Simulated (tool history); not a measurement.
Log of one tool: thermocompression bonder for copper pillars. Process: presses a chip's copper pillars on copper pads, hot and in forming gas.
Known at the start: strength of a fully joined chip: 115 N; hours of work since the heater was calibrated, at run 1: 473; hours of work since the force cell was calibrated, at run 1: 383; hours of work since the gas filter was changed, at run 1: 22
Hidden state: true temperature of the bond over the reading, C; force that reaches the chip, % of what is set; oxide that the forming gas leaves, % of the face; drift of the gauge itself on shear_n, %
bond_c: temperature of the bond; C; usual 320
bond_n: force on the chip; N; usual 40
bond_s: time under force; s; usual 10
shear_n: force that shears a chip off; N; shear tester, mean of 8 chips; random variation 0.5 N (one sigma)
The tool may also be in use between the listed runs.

run	hour	bond_c	bond_n	bond_s	hours of work since the heater was calibrated	hours of work since the force cell was calibrated	hours of work since the gas filter was changed	shear_n
1	0.0	320	40	10	473	383	22	75.9
2	21.9	320	40	10	489	400	39	75.6
3	37.7	320	40	10	501	412	51	74.7
4	56.4	320	40	10	515	426	65	75.3
5	77.4	320	40	10	531	442	81	74.9
6	94.6	320	40	10	544	455	94	74.1
7	109.7	320	40	10	556	466	105	73.3
# hour 113.1: heater calibrated with a thermocouple chip
8	122.3	327	29	6	7	475	113	57.2
9	143.3	327	29	6	23	490	129	56.1
10	158.8	295	54	10	35	502	141	70.8
11	175.4	320	36	15	47	515	153	77.1
12	196.1	315	35	14	63	530	169	72.7
# hour 207.2: forming gas filter changed
13	207.2	315	35	14	71	539	0	78.0
14	223.1	342	46	11	83	551	12	91.0

Forecast each of these 5 alternatives for the next run:
# hour 236.0: heater calibrated with a thermocouple chip, once more
A	240.0	342	42	10	3	562	23	?
# hour 236.0: heater calibrated with a thermocouple chip, once more
B	240.0	338	26	8	3	562	23	?
# hour 236.0: heater calibrated with a thermocouple chip, once more
C	240.0	320	54	9	3	562	23	?
# hour 236.0: heater calibrated with a thermocouple chip, once more
D	240.0	342	41	11	3	562	23	?
# hour 236.0: heater calibrated with a thermocouple chip, once more
E	240.0	298	46	11	3	562	23	?

run	shear_n
A	84.9
B	65.1
C	81.2
D	87.8
E	70.3
Without the tool's hidden state the same runs would have given:
run	shear_n
A	86.3
B	66.4
C	82.6
D	89.3
E	71.6
